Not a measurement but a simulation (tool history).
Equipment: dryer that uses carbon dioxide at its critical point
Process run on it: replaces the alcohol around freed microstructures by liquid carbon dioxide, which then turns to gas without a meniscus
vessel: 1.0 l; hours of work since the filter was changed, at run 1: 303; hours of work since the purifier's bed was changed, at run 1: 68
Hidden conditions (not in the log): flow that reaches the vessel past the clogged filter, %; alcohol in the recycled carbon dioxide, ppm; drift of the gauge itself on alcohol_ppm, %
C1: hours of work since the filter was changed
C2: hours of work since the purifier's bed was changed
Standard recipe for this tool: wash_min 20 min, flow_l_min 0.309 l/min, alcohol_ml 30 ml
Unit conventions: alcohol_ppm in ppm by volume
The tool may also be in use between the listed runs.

{"run": 1, "hour": 0.0, "wash_min": 20, "flow_l_min": 0.309, "alcohol_ml": 30, "C1": 303, "C2": 68, "alcohol_ppm": 399}
{"run": 2, "hour": 14.7, "wash_min": 20, "flow_l_min": 0.309, "alcohol_ml": 30, "C1": 313, "C2": 78, "alcohol_ppm": 404}
{"run": 3, "hour": 26.7, "wash_min": 20, "flow_l_min": 0.309, "alcohol_ml": 30, "C1": 321, "C2": 86, "alcohol_ppm": 406}
{"run": 4, "hour": 43.1, "wash_min": 20, "flow_l_min": 0.309, "alcohol_ml": 30, "C1": 332, "C2": 97, "alcohol_ppm": 404}
{"run": 5, "hour": 57.1, "wash_min": 20, "flow_l_min": 0.309, "alcohol_ml": 30, "C1": 341, "C2": 107, "alcohol_ppm": 417}
{"run": 6, "hour": 78.6, "wash_min": 20, "flow_l_min": 0.309, "alcohol_ml": 30, "C1": 356, "C2": 121, "alcohol_ppm": 431}
{"hour": 86.9, "done": "inlet filter changed"}
{"run": 7, "hour": 96.1, "wash_min": 20, "flow_l_min": 0.309, "alcohol_ml": 100, "C1": 6, "C2": 132, "alcohol_ppm": 961}
{"run": 8, "hour": 112.7, "wash_min": 20, "flow_l_min": 0.309, "alcohol_ml": 100, "C1": 17, "C2": 144, "alcohol_ppm": 962}
{"run": 9, "hour": 130.3, "wash_min": 20, "flow_l_min": 0.309, "alcohol_ml": 100, "C1": 29, "C2": 155, "alcohol_ppm": 974}
{"run": 10, "hour": 148.0, "wash_min": 20, "flow_l_min": 0.296, "alcohol_ml": 30, "C1": 41, "C2": 167, "alcohol_ppm": 365}
{"run": 11, "hour": 166.1, "wash_min": 20, "flow_l_min": 0.296, "alcohol_ml": 30, "C1": 54, "C2": 180, "alcohol_ppm": 366}
{"run": 12, "hour": 180.5, "wash_min": 20, "flow_l_min": 0.296, "alcohol_ml": 30, "C1": 63, "C2": 189, "alcohol_ppm": 378}
{"run": 13, "hour": 201.1, "wash_min": 20, "flow_l_min": 0.309, "alcohol_ml": 30, "C1": 77, "C2": 203, "alcohol_ppm": 330}
{"run": 14, "hour": 212.5, "wash_min": 20, "flow_l_min": 0.309, "alcohol_ml": 83, "C1": 85, "C2": 211, "alcohol_ppm": 846}
{"run": 15, "hour": 226.7, "wash_min": 20, "flow_l_min": 0.309, "alcohol_ml": 30, "C1": 94, "C2": 221, "alcohol_ppm": 333}
{"run": 16, "hour": 242.0, "wash_min": 20, "flow_l_min": 0.309, "alcohol_ml": 30, "C1": 105, "C2": 231, "alcohol_ppm": 341}
{"run": 17, "hour": 263.6, "wash_min": 20, "flow_l_min": 0.309, "alcohol_ml": 30, "C1": 119, "C2": 245, "alcohol_ppm": 332}
{"run": 18, "hour": 280.9, "wash_min": 20, "flow_l_min": 0.309, "alcohol_ml": 30, "C1": 131, "C2": 257, "alcohol_ppm": 325}
{"run": 19, "hour": 301.3, "wash_min": 20, "flow_l_min": 0.309, "alcohol_ml": 30, "C1": 145, "C2": 271, "alcohol_ppm": 351}
{"run": 20, "hour": 320.5, "wash_min": 20, "flow_l_min": 0.309, "alcohol_ml": 30, "C1": 158, "C2": 284, "alcohol_ppm": 351}
{"run": 21, "hour": 335.9, "wash_min": 20, "flow_l_min": 0.309, "alcohol_ml": 30, "C1": 168, "C2": 294, "alcohol_ppm": 347}
{"run": 22, "hour": 349.3, "wash_min": 17, "flow_l_min": 0.346, "alcohol_ml": 110, "C1": 177, "C2": 303, "alcohol_ppm": 1593}
{"run": 23, "hour": 359.2, "wash_min": 13, "flow_l_min": 0.401, "alcohol_ml": 46, "C1": 184, "C2": 310, "alcohol_ppm": 1098}
{"run": 24, "hour": 376.9, "wash_min": 13, "flow_l_min": 0.401, "alcohol_ml": 46, "C1": 196, "C2": 322, "alcohol_ppm": 1116}
{"run": 25, "hour": 395.9, "wash_min": 15, "flow_l_min": 0.31, "alcohol_ml": 46, "C1": 209, "C2": 335, "alcohol_ppm": 1669}
{"run": 26, "hour": 411.0, "wash_min": 20, "flow_l_min": 0.254, "alcohol_ml": 30, "C1": 219, "C2": 345, "alcohol_ppm": 774}
{"run": 27, "hour": 429.0, "wash_min": 21, "flow_l_min": 0.186, "alcohol_ml": 30, "C1": 231, "C2": 357, "alcohol_ppm": 1845}
{"run": 28, "hour": 441.1, "wash_min": 32, "flow_l_min": 0.296, "alcohol_ml": 93, "C1": 239, "C2": 365, "alcohol_ppm": 132}
{"run": 29, "hour": 457.5, "wash_min": 12, "flow_l_min": 0.296, "alcohol_ml": 25, "C1": 250, "C2": 376, "alcohol_ppm": 1997}
{"run": 30, "hour": 472.2, "wash_min": 12, "flow_l_min": 0.296, "alcohol_ml": 25, "C1": 260, "C2": 386, "alcohol_ppm": 2143}
{"run": 31, "hour": 492.1, "wash_min": 20, "flow_l_min": 0.246, "alcohol_ml": 88, "C1": 274, "C2": 400, "alcohol_ppm": 2793}
{"run": 32, "hour": 505.8, "wash_min": 29, "flow_l_min": 0.514, "alcohol_ml": 21, "C1": 283, "C2": 409, "alcohol_ppm": 19}
{"run": 33, "hour": 515.8, "wash_min": 20, "flow_l_min": 0.206, "alcohol_ml": 54, "C1": 290, "C2": 416, "alcohol_ppm": 2909}
{"run": 34, "hour": 531.9, "wash_min": 22, "flow_l_min": 0.206, "alcohol_ml": 67, "C1": 301, "C2": 427, "alcohol_ppm": 2892}
{"run": 35, "hour": 546.6, "wash_min": 20, "flow_l_min": 0.283, "alcohol_ml": 30, "C1": 311, "C2": 437, "alcohol_ppm": 623}
{"run": 36, "hour": 560.8, "wash_min": 14, "flow_l_min": 0.295, "alcohol_ml": 30, "C1": 320, "C2": 446, "alcohol_ppm": 1714}
{"run": 37, "hour": 576.4, "wash_min": 12, "flow_l_min": 0.504, "alcohol_ml": 34, "C1": 331, "C2": 457, "alcohol_ppm": 553}
{"run": 38, "hour": 587.8, "wash_min": 26, "flow_l_min": 0.465, "alcohol_ml": 43, "C1": 338, "C2": 464, "alcohol_ppm": 35}
{"run": 39, "hour": 598.6, "wash_min": 15, "flow_l_min": 0.19, "alcohol_ml": 43, "C1": 346, "C2": 472, "alcohol_ppm": 5945}
{"run": 40, "hour": 613.6, "wash_min": 15, "flow_l_min": 0.19, "alcohol_ml": 43, "C1": 356, "C2": 482, "alcohol_ppm": 6099}

Across each entry between runs, compare the hidden state at the last listed run before it with the hidden state at the first listed run after it:
In the gap between runs 6 and 7: inlet filter changed (hour 86.9)
  flow that reaches the vessel past the clogged filter, %: 90.7 -> 99.1; alcohol in the recycled carbon dioxide, ppm: 9.3 -> 9.7
  measured value less the no-hidden-state value, alcohol_ppm: +155 -> +45 ppm by volume
